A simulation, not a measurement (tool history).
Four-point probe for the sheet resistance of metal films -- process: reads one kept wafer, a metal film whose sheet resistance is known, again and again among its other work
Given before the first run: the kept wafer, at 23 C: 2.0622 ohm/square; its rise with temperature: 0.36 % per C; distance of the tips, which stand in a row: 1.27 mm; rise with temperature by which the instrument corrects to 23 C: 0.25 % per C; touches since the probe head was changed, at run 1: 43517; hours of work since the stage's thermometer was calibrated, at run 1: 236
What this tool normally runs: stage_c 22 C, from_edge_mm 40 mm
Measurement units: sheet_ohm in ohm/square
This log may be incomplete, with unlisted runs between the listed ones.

run,hour,stage_c,from_edge_mm,touches since the probe head was changed,hours of work since the stage's thermometer was calibrated,sheet_ohm
1,0.0,22,40,43517,236,2.054278
2,32.7,18,40,44373,256,2.045098
3,67.2,18,40,45277,278,2.045755
4,93.7,21,40,45968,295,2.051816
5,122.1,21,40,46712,313,2.051867
6,139.6,22,40,47170,324,2.053903
7,177.9,22,40,48171,348,2.054484
8,217.0,22,40,49194,373,2.053453
9,248.2,22,40,50012,393,2.053804
10,286.0,22,40,51002,417,2.053604
11,328.8,22,40,52121,444,2.054150
12,361.7,22,40,52982,465,2.053583
13,387.6,22,40,53659,481,2.053711
14,427.3,22,40,54697,507,2.053322
15,454.5,22,40,55411,524,2.053601
16,493.1,22,40,56419,548,2.053912
17,528.7,20,32,57350,571,2.049883
18,563.0,27,17,58248,593,2.069432
19,594.0,26,45,59059,612,2.061897
20,617.6,20,21,59677,627,2.051546
21,648.8,20,21,60493,647,2.052395
22,680.4,33,14,61320,667,2.083895
23,718.5,33,14,62316,691,2.083842
24,758.4,31,40,63363,716,2.071840
25,793.3,27,8,64274,739,2.090279
26,818.5,27,8,64935,755,2.090403
27,843.5,22,5,65587,770,2.120692

Consider 5 possible next runs. They are alternatives, not a sequence: every one starts from the tool as it was left by run 27. What does each give?
A,875.7,33,40,66432,791,?
B,875.7,23,5,66432,791,?
C,875.7,30,8,66432,791,?
D,875.7,22,8,66432,791,?
E,875.7,24,40,66432,791,?

run,sheet_ohm
A,2.075526
B,2.123251
C,2.096293
D,2.078677
E,2.057068
Had the tool no hidden state, the same runs would have come out as:
run,sheet_ohm
A,2.084060
B,2.131935
C,2.104897
D,2.087191
E,2.065508
